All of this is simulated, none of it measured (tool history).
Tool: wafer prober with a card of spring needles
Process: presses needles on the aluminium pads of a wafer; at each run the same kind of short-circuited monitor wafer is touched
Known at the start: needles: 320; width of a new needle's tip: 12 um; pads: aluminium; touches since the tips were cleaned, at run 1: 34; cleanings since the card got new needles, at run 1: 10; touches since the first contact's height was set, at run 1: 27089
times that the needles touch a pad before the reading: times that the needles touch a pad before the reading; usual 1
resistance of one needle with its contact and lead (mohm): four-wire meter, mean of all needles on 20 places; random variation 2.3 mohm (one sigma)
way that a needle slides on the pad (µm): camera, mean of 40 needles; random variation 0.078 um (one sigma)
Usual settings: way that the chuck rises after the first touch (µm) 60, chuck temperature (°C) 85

run	hour	way that the chuck rises after the first touch (µm)	chuck temperature (°C)	times that the needles touch a pad before the reading	touches since the tips were cleaned	cleanings since the card got new needles	touches since the first contact's height was set	resistance of one needle with its contact and lead (mohm)	way that a needle slides on the pad (µm)
1	0.0	60	85	1	34	10	27089	267	10.65
# hour 11.8: tips cleaned on abrasive film
# hour 23.3: tips cleaned on abrasive film
2	24.9	60	85	1	397	12	32952	276	10.64
# hour 33.6: tips cleaned on abrasive film
# hour 45.3: tips cleaned on abrasive film
3	50.9	60	85	1	1319	14	39053	302	10.53
# hour 56.1: tips cleaned on abrasive film
# hour 67.9: tips cleaned on abrasive film
# hour 79.9: tips cleaned on abrasive film
4	81.8	60	85	1	458	17	46324	281	10.50
# hour 90.2: tips cleaned on abrasive film
# hour 101.8: tips cleaned on abrasive film
5	107.1	60	85	1	1247	19	52266	297	10.34
# hour 113.7: tips cleaned on abrasive film
# hour 126.3: tips cleaned on abrasive film
# hour 137.9: tips cleaned on abrasive film
6	143.7	51	85	1	1388	22	60878	315	8.71
# hour 148.9: tips cleaned on abrasive film
# hour 161.5: tips cleaned on abrasive film
7	162.7	51	85	1	281	24	65327	285	8.60
# hour 171.9: tips cleaned on abrasive film
8	178.3	60	85	1	1514	25	69015	304	10.48
# hour 183.5: tips cleaned on abrasive film
# hour 191.1: tips cleaned on abrasive film, once more
9	193.9	60	85	1	653	27	72657	287	10.30
# hour 203.8: tips cleaned on abrasive film
# hour 214.3: tips cleaned on abrasive film
# hour 224.7: tips cleaned on abrasive film
10	227.8	60	85	1	735	30	80636	288	10.36
# hour 237.5: tips cleaned on abrasive film
# hour 250.3: tips cleaned on abrasive film
11	255.4	60	85	2	1201	32	87119	287	10.27
# hour 262.6: tips cleaned on abrasive film
# hour 272.9: tips cleaned on abrasive film
12	276.2	60	85	1	779	34	92011	292	10.12
# hour 283.7: tips cleaned on abrasive film
# hour 294.4: tips cleaned on abrasive film
# hour 306.1: tips cleaned on abrasive film
13	306.1	60	85	1	0	37	99033	271	10.32
# hour 318.1: tips cleaned on abrasive film
14	324.5	60	85	1	1529	38	103371	308	10.27
# hour 328.6: tips cleaned on abrasive film
# hour 340.3: tips cleaned on abrasive film
15	346.0	60	85	1	1346	40	108407	302	10.10
# hour 350.9: tips cleaned on abrasive film
# hour 361.3: tips cleaned on abrasive film
# hour 373.6: tips cleaned on abrasive film
16	375.5	77	77	2	447	43	115335	264	13.14
# hour 384.4: tips cleaned on abrasive film
17	393.3	77	77	2	2117	44	119537	285	13.17
# hour 395.5: tips cleaned on abrasive film
# hour 408.2: tips cleaned on abrasive film
# hour 420.4: tips cleaned on abrasive film
18	424.5	74	33	1	969	47	126860	272	12.73
# hour 430.9: tips cleaned on abrasive film
# hour 442.0: tips cleaned on abrasive film
# hour 452.9: tips cleaned on abrasive film
19	452.9	44	53	1	0	50	133516	271	7.16
# hour 465.1: tips cleaned on abrasive film
# hour 477.7: tips cleaned on abrasive film
20	481.6	44	53	1	933	52	140279	318	7.22
# hour 488.3: tips cleaned on abrasive film
# hour 500.2: tips cleaned on abrasive film
# hour 511.0: tips cleaned on abrasive film
21	516.3	56	42	2	1242	55	148428	283	9.28
# hour 523.5: tips cleaned on abrasive film
# hour 535.1: tips cleaned on abrasive film
22	542.9	42	29	2	1838	57	154692	320	6.86
# hour 547.7: tips cleaned on abrasive film
# hour 558.3: tips cleaned on abrasive film
# hour 571.0: tips cleaned on abrasive film
23	577.5	42	29	2	1546	60	162827	316	6.61
# hour 582.7: tips cleaned on abrasive film
# hour 593.9: tips cleaned on abrasive film
24	602.7	60	31	3	2069	62	168741	272	9.92
# hour 604.8: tips cleaned on abrasive film
# hour 616.0: tips cleaned on abrasive film
# hour 626.7: tips cleaned on abrasive film
25	626.7	44	31	3	0	65	174372	259	7.09
# hour 638.2: tips cleaned on abrasive film
# hour 650.8: tips cleaned on abrasive film
26	652.3	49	42	2	362	67	180397	281	7.82
# hour 662.1: tips cleaned on abrasive film
# hour 673.4: tips cleaned on abrasive film
27	682.7	49	42	2	2218	69	187555	320	7.91
# hour 685.4: tips cleaned on abrasive film
# hour 696.6: tips cleaned on abrasive film
# hour 708.8: tips cleaned on abrasive film
28	710.6	65	42	1	433	72	194096	277	10.63
# hour 720.9: tips cleaned on abrasive film
# hour 728.2: height of the first contact set anew
# hour 732.4: tips cleaned on abrasive film
29	734.3	65	94	1	446	74	1409	283	11.61

Forecast each of these 3 alternatives for the next run:
# hour 743.0: tips cleaned on abrasive film
# hour 755.7: tips cleaned on abrasive film
A	758.1	44	71	1	563	76	7012	?	?
# hour 743.0: tips cleaned on abrasive film
# hour 755.7: tips cleaned on abrasive film
B	758.1	62	27	2	563	76	7012	?	?
# hour 743.0: tips cleaned on abrasive film
# hour 755.7: tips cleaned on abrasive film
C	758.1	54	29	1	563	76	7012	?	?

run	resistance of one needle with its contact and lead (mohm)	way that a needle slides on the pad (µm)
A	303	7.93
B	266	11.23
C	280	9.65
Without the tool's hidden state the same runs would have given:
run	resistance of one needle with its contact and lead (mohm)	way that a needle slides on the pad (µm)
A	263	7.97
B	251	11.27
C	250	9.69
